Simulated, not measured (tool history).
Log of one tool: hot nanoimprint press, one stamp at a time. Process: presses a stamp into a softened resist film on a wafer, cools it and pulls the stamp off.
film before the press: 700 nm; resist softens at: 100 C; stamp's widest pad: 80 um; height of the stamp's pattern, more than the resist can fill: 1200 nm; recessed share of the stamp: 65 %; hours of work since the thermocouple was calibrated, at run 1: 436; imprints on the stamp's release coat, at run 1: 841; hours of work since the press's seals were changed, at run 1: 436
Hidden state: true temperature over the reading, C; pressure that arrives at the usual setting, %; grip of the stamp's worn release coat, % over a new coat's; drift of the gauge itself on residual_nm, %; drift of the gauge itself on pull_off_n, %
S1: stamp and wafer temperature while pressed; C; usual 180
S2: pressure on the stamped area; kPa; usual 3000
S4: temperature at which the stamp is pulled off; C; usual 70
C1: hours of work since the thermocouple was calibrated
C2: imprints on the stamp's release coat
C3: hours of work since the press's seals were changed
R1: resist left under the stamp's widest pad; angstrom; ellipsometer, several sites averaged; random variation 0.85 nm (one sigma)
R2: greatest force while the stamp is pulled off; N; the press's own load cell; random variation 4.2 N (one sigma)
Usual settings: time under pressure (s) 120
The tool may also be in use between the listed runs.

run 1 hour=0.0 | S1=180 S2=3000 time_under_pressure_(s)=120 S4=70 | C1=436 C2=841 C3=436 | R1=3818 R2=282
-- hour=50.4 stamp cleaned and given a new release coat
run 2 hour=68.8 | S1=180 S2=3000 time_under_pressure_(s)=120 S4=70 | C1=471 C2=79 C3=471 | R1=3808 R2=221
-- hour=100.7 plate thermocouple calibrated
run 3 hour=132.9 | S1=180 S2=3000 time_under_pressure_(s)=120 S4=70 | C1=18 C2=341 C3=505 | R1=3765 R2=241
run 4 hour=200.3 | S1=180 S2=3000 time_under_pressure_(s)=120 S4=70 | C1=55 C2=629 C3=542 | R1=3736 R2=252
-- hour=252.2 plate thermocouple calibrated, once more
run 5 hour=252.2 | S1=180 S2=3000 time_under_pressure_(s)=120 S4=70 | C1=0 C2=839 C3=569 | R1=4059 R2=282
-- hour=306.5 stamp cleaned and given a new release coat
run 6 hour=317.2 | S1=183 S2=3000 time_under_pressure_(s)=120 S4=70 | C1=33 C2=46 C3=602 | R1=3665 R2=228
run 7 hour=392.0 | S1=183 S2=3000 time_under_pressure_(s)=120 S4=70 | C1=74 C2=367 C3=643 | R1=3638 R2=260
-- hour=424.9 press's hydraulic seals changed and the load cell set to zero
run 8 hour=462.8 | S1=180 S2=3000 time_under_pressure_(s)=120 S4=70 | C1=109 C2=636 C3=21 | R1=3892 R2=268
run 9 hour=506.8 | S1=180 S2=3000 time_under_pressure_(s)=120 S4=70 | C1=133 C2=824 C3=45 | R1=3882 R2=285
-- hour=560.5 stamp cleaned and given a new release coat
run 10 hour=573.7 | S1=170 S2=3000 time_under_pressure_(s)=120 S4=70 | C1=167 C2=57 C3=79 | R1=5291 R2=223
run 11 hour=648.3 | S1=180 S2=3000 time_under_pressure_(s)=118 S4=70 | C1=208 C2=377 C3=120 | R1=3891 R2=249
run 12 hour=728.1 | S1=180 S2=3000 time_under_pressure_(s)=118 S4=70 | C1=252 C2=718 C3=164 | R1=3870 R2=266
-- hour=807.6 stamp cleaned and given a new release coat
run 13 hour=829.2 | S1=180 S2=3000 time_under_pressure_(s)=118 S4=70 | C1=305 C2=93 C3=217 | R1=3860 R2=230
run 14 hour=906.9 | S1=180 S2=3000 time_under_pressure_(s)=118 S4=70 | C1=348 C2=426 C3=260 | R1=3839 R2=251
run 15 hour=963.6 | S1=180 S2=3000 time_under_pressure_(s)=152 S4=65 | C1=379 C2=669 C3=291 | R1=3550 R2=292
-- hour=1055.7 stamp cleaned and given a new release coat
run 16 hour=1061.2 | S1=180 S2=3000 time_under_pressure_(s)=152 S4=65 | C1=430 C2=24 C3=342 | R1=3537 R2=241
run 17 hour=1138.4 | S1=180 S2=3000 time_under_pressure_(s)=152 S4=65 | C1=472 C2=355 C3=385 | R1=3530 R2=267
-- hour=1168.6 plate thermocouple calibrated
run 18 hour=1204.3 | S1=180 S2=4210 time_under_pressure_(s)=152 S4=65 | C1=20 C2=624 C3=419 | R1=3115 R2=285
-- hour=1302.0 stamp cleaned and given a new release coat
run 19 hour=1302.0 | S1=180 S2=4210 time_under_pressure_(s)=152 S4=76 | C1=70 C2=0 C3=470 | R1=3113 R2=198
run 20 hour=1343.9 | S1=179 S2=2350 time_under_pressure_(s)=152 S4=76 | C1=94 C2=179 C3=493 | R1=4268 R2=211
run 21 hour=1419.4 | S1=181 S2=4430 time_under_pressure_(s)=152 S4=56 | C1=135 C2=503 C3=535 | R1=2895 R2=312
run 22 hour=1467.5 | S1=181 S2=4430 time_under_pressure_(s)=152 S4=56 | C1=162 C2=709 C3=562 | R1=2907 R2=335
run 23 hour=1528.4 | S1=169 S2=3000 time_under_pressure_(s)=171 S4=60 | C1=196 C2=970 C3=595 | R1=5059 R2=347
-- hour=1551.7 stamp cleaned and given a new release coat
run 24 hour=1595.0 | S1=169 S2=3000 time_under_pressure_(s)=171 S4=60 | C1=229 C2=185 C3=629 | R1=5063 R2=266

Forecast run 25:
-- hour=1651.6 press's hydraulic seals changed and the load cell set to zero
run 25 hour=1651.6 | S1=179 S2=1820 time_under_pressure_(s)=120 S4=55 | C1=256 C2=393 C3=0 | R1=? R2=?

{"run 25": {"R1": 4892, "R2": 298}}
Without the tool's hidden state the same run would have given R1 5022 angstrom, R2 268 N.
